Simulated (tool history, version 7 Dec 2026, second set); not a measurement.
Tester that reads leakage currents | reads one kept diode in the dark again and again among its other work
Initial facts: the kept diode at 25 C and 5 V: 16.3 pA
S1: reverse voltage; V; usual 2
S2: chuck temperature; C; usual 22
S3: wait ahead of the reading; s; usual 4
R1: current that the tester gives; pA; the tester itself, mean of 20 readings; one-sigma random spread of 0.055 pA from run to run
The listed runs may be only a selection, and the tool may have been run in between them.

Run 1, day 0: usual settings. Result: R1 9.91 pA.
Run 2, day 1.2: usual settings. Result: R1 9.95 pA.
Run 3, day 2.008: usual settings but S2 43 C. Result: R1 35.2 pA.
Run 4, day 3.233: usual settings but S1 12.75 V, S2 43 C. Result: R1 115.11 pA.
Run 5, day 3.912: usual settings but S1 12.75 V, S2 43 C. Result: R1 115.25 pA.
Run 6, day 4.604: usual settings but S1 12.75 V, S2 43 C. Result: R1 115.66 pA.
Run 7, day 5.546: usual settings but S1 12.75 V, S2 43 C. Result: R1 114.74 pA.
Run 8, day 6.388: usual settings but S1 12.75 V, S2 43 C. Result: R1 115.18 pA.
Run 9, day 7.192: usual settings but S1 12.75 V, S2 43 C, S3 4.62 s. Result: R1 114.66 pA.
Run 10, day 8.021: usual settings but S1 12.75 V, S2 43 C, S3 4.62 s. Result: R1 115.53 pA.
Run 11, day 9.279: usual settings but S3 1.92 s. Result: R1 10.18 pA.
Run 12, day 10.1: usual settings but S3 0.85 s. Result: R1 10.5 pA.
Run 13, day 11.125: usual settings but S3 0.85 s. Result: R1 10.67 pA.
Run 14, day 12.3: usual settings but S3 0.85 s. Result: R1 10.58 pA.
Run 15, day 13.212: usual settings but S1 5.91 V. Result: R1 22.02 pA.
Run 16, day 13.842: usual settings but S3 3.01 s. Result: R1 9.99 pA.
Run 17, day 15.154: usual settings but S1 4.59 V. Result: R1 18.41 pA.
Run 18, day 16.05: usual settings but S3 8.76 s. Result: R1 9.91 pA.
Run 19, day 17.254: usual settings but S3 8.76 s. Result: R1 9.76 pA.
Run 20, day 18.508: usual settings. Result: R1 9.94 pA.
Run 21, day 19.554: usual settings but S2 32 C, S3 1.91 s. Result: R1 17.88 pA.
Run 22, day 20.679: usual settings but S1 5.76 V, S2 32 C, S3 3.24 s. Result: R1 36.18 pA.
Run 23, day 21.971: usual settings but S1 5.76 V, S2 32 C, S3 3.24 s. Result: R1 36.37 pA.
Run 24, day 22.971: usual settings but S1 11.17 V, S2 37 C, S3 8.68 s. Result: R1 74.92 pA.
Run 25, day 24.154: usual settings but S2 56 C. Result: R1 77.61 pA.
Run 26, day 24.946: usual settings but S2 56 C. Result: R1 77.35 pA.
Run 27, day 26.033: usual settings but S1 6.18 V, S2 38 C, S3 9.44 s. Result: R1 52.99 pA.
Run 28, day 26.883: usual settings but S1 7.75 V, S2 25 C. Result: R1 31.45 pA.
Run 29, day 28.054: usual settings but S1 7.75 V, S2 25 C. Result: R1 31.46 pA.
Run 30, day 29.162: usual settings but S2 51 C, S3 3.2 s. Result: R1 56.71 pA.
Run 31, day 30.167: usual settings but S2 51 C, S3 3.2 s. Result: R1 56.89 pA.
Run 32, day 30.954: usual settings but S2 51 C, S3 3.2 s. Result: R1 56.83 pA.
Run 33, day 32.296: usual settings but S1 16.54 V, S2 49 C, S3 2.84 s. Result: R1 190.8 pA.
Run 34, day 33.596: usual settings but S1 8.55 V, S2 24 C, S3 2.84 s. Result: R1 32.9 pA.
Run 35, day 34.692: usual settings but S2 35 C, S3 1 s. Result: R1 21.63 pA.
Run 36, day 35.762: usual settings but S2 43 C, S3 0.42 s. Result: R1 36.09 pA.
Run 37, day 36.975: usual settings but S2 54 C, S3 0.37 s. Result: R1 69.43 pA.
Run 38, day 38.129: usual settings but S1 4.62 V, S2 24 C, S3 0.34 s. Result: R1 24.81 pA.
Run 39, day 39.112: usual settings but S1 4.62 V, S2 24 C, S3 0.34 s. Result: R1 25.01 pA.
Run 40, day 39.762: usual settings but S1 4.62 V, S2 24 C, S3 0.34 s. Result: R1 24.93 pA.

Had the tool no unlogged condition, and each run kept its random variation, what would the results have been?
Hidden conditions of the tool in this case: stray current of the dirty probe card, pA a volt; current scale over the true one, %; true chuck temperature over the reading, C; drift of the gauge itself on leakage_pa, %.
run      R1
  1    7.75
  2    7.79
  3   34.65
  4  104.35
  5   104.5
  6   104.9
  7   104.1
  8  104.54
  9  104.09
 10  104.92
 11       8
 12    8.32
 13    8.48
 14    8.39
 15    14.9
 16     7.8
 17   12.92
 18    7.71
 19    7.57
 20    7.74
 21   16.37
 22   30.45
 23   30.61
 24   64.03
 25   81.07
 26   80.86
 27   48.14
 28   22.01
 29   21.98
 30    58.8
 31   59.04
 32   59.02
 33  182.03
 34    22.1
 35   20.58
 36   36.41
 37   72.95
 38    19.3
 39   19.45
 40   19.38
